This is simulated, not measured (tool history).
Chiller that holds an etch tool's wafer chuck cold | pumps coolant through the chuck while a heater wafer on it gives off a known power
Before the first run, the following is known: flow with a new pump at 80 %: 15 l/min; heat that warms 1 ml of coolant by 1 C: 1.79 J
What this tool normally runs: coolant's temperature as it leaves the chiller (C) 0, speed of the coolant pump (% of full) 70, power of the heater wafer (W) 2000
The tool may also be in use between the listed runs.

run    hour  coolant's temperature as it leaves the chiller (C)  speed of the coolant pump (% of full)  power of the heater wafer (W)  chuck's temperature once it has settled (C)  how much warmer the coolant comes back (C)
  1       0                                                   0                                     70                           2000                                         21.5                                        5.79
  2    95.9                                                   0                                     70                           1398                                         15.1                                           4
      148.7  -- coolant changed, channels flushed
  3   205.5                                                   0                                     90                           2000                                         15.4                                        4.53
  4   316.8                                                   0                                     70                           2000                                         19.1                                        5.84
  5   406.9                                                   0                                     70                           2612                                         24.9                                        7.58
  6   479.5                                                   0                                     70                           2612                                           25                                        7.66
  7   592.8                                                   0                                     61                           2000                                         21.4                                        6.64
  8   692.5                                                   0                                     61                           2000                                         21.7                                        6.62
  9   796.9                                                   0                                     83                           2000                                         17.1                                        5.02
 10   867.9                                                   0                                     83                           2000                                         17.2                                        5.04
 11   959.3                                                   0                                     83                           2000                                         17.1                                        5.03
 12  1075.9                                                   0                                     70                           2135                                         21.2                                        6.29
 13  1146.4                                                   0                                     70                           2135                                         21.2                                        6.35
 14  1214.1                                                   0                                     70                           2135                                         21.3                                         6.4
 15  1322.1                                                   0                                     75                           2000                                           19                                         5.6
 16  1402.7                                                   0                                     75                           2000                                           19                                         5.6
 17  1462.6                                                   0                                     62                           2000                                         22.2                                        6.73
 18  1564.8                                                  -4                                     63                           2444                                           23                                        8.16
 19  1623.9                                                   0                                     99                           1437                                         11.1                                        3.12
 20  1745.4                                                   0                                     99                           1437                                         11.6                                        3.14
 21  1863.9                                                  -9                                     92                           2011                                          7.7                                         4.7
 22  1955.9                                                  -9                                     60                           2442                                         19.8                                        8.59
 23  2007.7                                                  -9                                     60                           2442                                         19.6                                        8.62
 24  2090.1                                                   9                                     74                           2000                                           29                                        5.77
 25  2142.4                                                  -5                                     69                           2000                                         16.2                                        6.21
 26  2233.4                                                   4                                     61                           1249                                         18.8                                        4.35
 27  2324.6                                                   4                                     61                           1249                                         18.9                                        4.37
 28    2380                                                   4                                     61                           1249                                         18.9                                        4.37
 29  2485.3                                                   4                                     61                           1249                                           19                                        4.41
 30  2564.1                                                  -7                                     86                           1438                                          6.2                                        3.66
 31  2654.1                                                   1                                     65                           1105                                         13.9                                         3.7

Measured result minus the same run's result without the hidden state. Both carry the same run-to-run variation, though not necessarily the same gauge scatter:
The hidden state here: heat passed by the chuck's channels, % of clean ones'; flow at a given pump speed, % of a new pump's; coolant's true temperature over the reading, C; drift of the gauge itself on chuck_c, C; drift of the gauge itself on warmer_back_c, C.
run  chuck's temperature once it has settled (C)  how much warmer the coolant comes back (C)
  1                                         +4.6                                       +0.71
  2                                         +3.3                                        +0.5
  3                                         +1.7                                       +0.59
  4                                         +2.2                                       +0.75
  5                                           +3                                          +1
  6                                         +3.1                                       +1.02
  7                                         +2.8                                        +0.9
  8                                         +2.9                                       +0.92
  9                                         +2.4                                        +0.7
 10                                         +2.4                                       +0.71
 11                                         +2.6                                       +0.72
 12                                         +3.2                                       +0.93
 13                                         +3.3                                       +0.94
 14                                         +3.4                                       +0.95
 15                                         +3.1                                       +0.85
 16                                         +3.2                                       +0.86
 17                                         +3.7                                       +1.04
 18                                         +4.6                                       +1.27
 19                                         +2.1                                        +0.5
 20                                         +2.2                                        +0.5
 21                                         +3.2                                       +0.77
 22                                         +5.4                                       +1.42
 23                                         +5.5                                       +1.44
 24                                           +4                                       +0.97
 25                                         +4.2                                       +1.05
 26                                         +3.1                                       +0.75
 27                                         +3.2                                       +0.76
 28                                         +3.2                                       +0.76
 29                                         +3.3                                       +0.78
 30                                           +3                                       +0.66
 31                                           +3                                       +0.67
